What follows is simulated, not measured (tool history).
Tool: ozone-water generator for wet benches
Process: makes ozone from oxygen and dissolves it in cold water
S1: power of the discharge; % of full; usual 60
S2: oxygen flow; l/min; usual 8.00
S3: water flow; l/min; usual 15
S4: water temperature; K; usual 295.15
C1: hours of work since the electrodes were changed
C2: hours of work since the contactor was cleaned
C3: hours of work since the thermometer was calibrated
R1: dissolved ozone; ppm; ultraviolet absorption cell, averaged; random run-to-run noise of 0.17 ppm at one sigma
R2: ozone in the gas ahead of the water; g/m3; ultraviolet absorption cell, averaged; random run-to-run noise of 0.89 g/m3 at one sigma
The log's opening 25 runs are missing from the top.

| run | hour | S1 | S2 | S3 | S4 | C1 | C2 | C3 | R1 | R2 |
|---|---|---|---|---|---|---|---|---|---|---|
| 26 | 1457.4 | 60 | 8.00 | 15 | 294.15 | 1263 | 1122 | 2430 | 21.6 | 138.5 |
| 27 | 1529.8 | 97 | 8.48 | 19 | 292.15 | 1319 | 1178 | 2486 | 27.0 | 193.7 |
| 28 | 1574.8 | 43 | 8.00 | 15 | 288.15 | 1354 | 1212 | 2521 | 18.7 | 106.3 |
| 29 | 1614.9 | 60 | 11.61 | 21 | 289.15 | 1385 | 1243 | 2552 | 17.5 | 111.8 |
| 30 | 1651.8 | 60 | 11.61 | 21 | 289.15 | 1413 | 1272 | 2580 | 17.4 | 112.3 |
| 31 | 1685.3 | 58 | 9.06 | 19 | 295.15 | 1439 | 1298 | 2606 | 16.6 | 125.8 |
| 32 | 1748.5 | 41 | 7.46 | 16 | 299.15 | 1488 | 1346 | 2655 | 13.7 | 107.3 |
|  | 1753.3 | water thermometer calibrated |
| 33 | 1829.8 | 48 | 8.05 | 15 | 295.15 | 1550 | 1408 | 59 | 17.4 | 114.9 |

Forecast each of these 4 alternatives for the next run:
| A | 1910.1 | 60 | 13.54 | 18 | 302.15 | 1612 | 1470 | 121 | ? | ? |
| B | 1910.1 | 66 | 8.00 | 16 | 294.15 | 1612 | 1470 | 121 | ? | ? |
| C | 1910.1 | 48 | 7.26 | 15 | 295.15 | 1612 | 1470 | 121 | ? | ? |
| D | 1910.1 | 48 | 7.94 | 15 | 295.15 | 1612 | 1470 | 121 | ? | ? |

| run | R1 | R2 |
|---|---|---|
| A | 13.4 | 101.4 |
| B | 21.9 | 147.9 |
| C | 17.8 | 122.1 |
| D | 17.2 | 115.2 |
The same runs, with their run-to-run variation unchanged, on a tool lacking any hidden condition would have given:
| run | R1 | R2 |
|---|---|---|
| A | 14.8 | 109.0 |
| B | 24.3 | 160.0 |
| C | 19.4 | 129.3 |
| D | 18.7 | 122.1 |
